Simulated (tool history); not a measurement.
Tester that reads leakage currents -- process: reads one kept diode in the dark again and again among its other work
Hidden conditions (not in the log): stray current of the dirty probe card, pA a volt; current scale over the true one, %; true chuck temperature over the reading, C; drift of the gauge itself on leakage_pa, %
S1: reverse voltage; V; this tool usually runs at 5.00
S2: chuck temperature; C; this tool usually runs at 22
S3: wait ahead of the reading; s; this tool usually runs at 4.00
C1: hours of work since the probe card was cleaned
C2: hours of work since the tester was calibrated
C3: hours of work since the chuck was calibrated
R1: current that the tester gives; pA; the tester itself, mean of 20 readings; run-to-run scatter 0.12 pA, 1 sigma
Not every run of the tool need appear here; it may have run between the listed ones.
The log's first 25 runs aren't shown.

Run 26, hour 1208.4: usual settings but S3 0.30 s; C1 1106; C2 2059; C3 268. Result: R1 41.19 pA.
At hour 1215.7: tester calibrated.
Run 27, hour 1266.4: usual settings but S1 1.74 V; C1 1139; C2 30; C3 300. Result: R1 21.54 pA.
Run 28, hour 1314.7: usual settings but S1 1.74 V; C1 1167; C2 58; C3 328. Result: R1 21.64 pA.
Run 29, hour 1370.9: usual settings but S1 2.06 V, S3 1.09 s; C1 1199; C2 90; C3 361. Result: R1 24.16 pA.
Run 30, hour 1430.0: usual settings but S1 3.91 V, S2 27 C, S3 1.40 s; C1 1234; C2 125; C3 396. Result: R1 55.71 pA.
Run 31, hour 1501.1: usual settings but S1 8.75 V, S2 38 C, S3 1.83 s; C1 1275; C2 166; C3 437. Result: R1 234.53 pA.
Run 32, hour 1542.9: usual settings but S1 10.00 V, S3 1.43 s; C1 1300; C2 190; C3 461. Result: R1 60.92 pA.
Run 33, hour 1611.8: usual settings but S1 1.13 V, S2 46 C, S3 1.43 s; C1 1340; C2 231; C3 501. Result: R1 152.84 pA.
Run 34, hour 1671.5: usual settings but S1 3.46 V, S2 46 C, S3 1.43 s; C1 1374; C2 265; C3 536. Result: R1 284.11 pA.
Run 35, hour 1715.2: usual settings but S1 12.01 V, S2 32 C, S3 1.43 s; C1 1400; C2 291; C3 562. Result: R1 169.34 pA.
Run 36, hour 1763.6: usual settings but S2 20 C; C1 1428; C2 319; C3 590. Result: R1 34.90 pA.
Run 37, hour 1813.7: usual settings but S2 20 C; C1 1457; C2 348; C3 619. Result: R1 34.91 pA.

5 options for the next run, each taken on its own from the tool as it stands now. Forecast them:
Run A, hour 1878.8: usual settings but S1 2.10 V; C1 1495; C2 386; C3 657. Result: R1 ?.
Run B, hour 1878.8: usual settings but S1 11.13 V, S2 24 C; C1 1495; C2 386; C3 657. Result: R1 ?.
Run C, hour 1878.8: usual settings but S1 2.28 V, S2 20 C; C1 1495; C2 386; C3 657. Result: R1 ?.
Run D, hour 1878.8: usual settings but S1 9.37 V, S2 42 C, S3 3.34 s; C1 1495; C2 386; C3 657. Result: R1 ?.
Run E, hour 1878.8: usual settings but S1 5.82 V; C1 1495; C2 386; C3 657. Result: R1 ?.

run      R1
  A   25.93
  B   80.48
  C   22.51
  D  359.66
  E   46.24
Had the tool no hidden state, the same runs would have come out as:
run      R1
  A   22.30
  B   67.86
  C   19.19
  D  320.42
  E   39.11
